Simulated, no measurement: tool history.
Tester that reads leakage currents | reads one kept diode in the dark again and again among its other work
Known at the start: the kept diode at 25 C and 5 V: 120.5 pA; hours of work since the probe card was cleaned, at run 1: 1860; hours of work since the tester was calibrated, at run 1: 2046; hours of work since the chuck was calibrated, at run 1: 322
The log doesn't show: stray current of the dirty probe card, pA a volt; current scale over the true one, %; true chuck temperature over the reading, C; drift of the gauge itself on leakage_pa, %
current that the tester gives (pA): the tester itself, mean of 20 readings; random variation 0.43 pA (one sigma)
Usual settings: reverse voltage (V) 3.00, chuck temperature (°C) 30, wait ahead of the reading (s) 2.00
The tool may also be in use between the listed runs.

| run | hour | reverse voltage (V) | chuck temperature (°C) | wait ahead of the reading (s) | hours of work since the probe card was cleaned | hours of work since the tester was calibrated | hours of work since the chuck was calibrated | current that the tester gives (pA) |
|---|---|---|---|---|---|---|---|---|
| 1 | 0.0 | 3.00 | 30 | 2.00 | 1860 | 2046 | 322 | 150.01 |
| 2 | 105.5 | 3.00 | 30 | 2.00 | 1912 | 2098 | 374 | 151.41 |
| 3 | 162.4 | 3.00 | 30 | 2.00 | 1940 | 2126 | 403 | 152.38 |
| 4 | 260.2 | 3.00 | 30 | 2.00 | 1989 | 2175 | 451 | 152.33 |
| 5 | 364.4 | 3.00 | 30 | 2.00 | 2041 | 2227 | 503 | 154.28 |
| 6 | 464.3 | 3.00 | 40 | 2.00 | 2091 | 2276 | 553 | 353.02 |
| 7 | 523.5 | 10.62 | 30 | 2.00 | 2120 | 2306 | 582 | 301.27 |
| 8 | 604.3 | 10.62 | 30 | 2.00 | 2160 | 2346 | 622 | 304.00 |
| 9 | 661.5 | 10.62 | 30 | 2.00 | 2189 | 2374 | 651 | 305.71 |
| 10 | 725.6 | 10.62 | 40 | 2.00 | 2220 | 2406 | 683 | 695.09 |
| 11 | 828.3 | 2.01 | 23 | 7.44 | 2272 | 2457 | 734 | 70.51 |
| 12 | 886.6 | 3.00 | 32 | 2.00 | 2300 | 2486 | 763 | 188.73 |

The same runs without the tool's hidden state, with the same run-to-run variation:
| run | current that the tester gives (pA) |
|---|---|
| 1 | 142.75 |
| 2 | 143.04 |
| 3 | 143.37 |
| 4 | 142.41 |
| 5 | 143.24 |
| 6 | 328.19 |
| 7 | 274.93 |
| 8 | 275.89 |
| 9 | 276.41 |
| 10 | 634.10 |
| 11 | 62.93 |
| 12 | 169.57 |
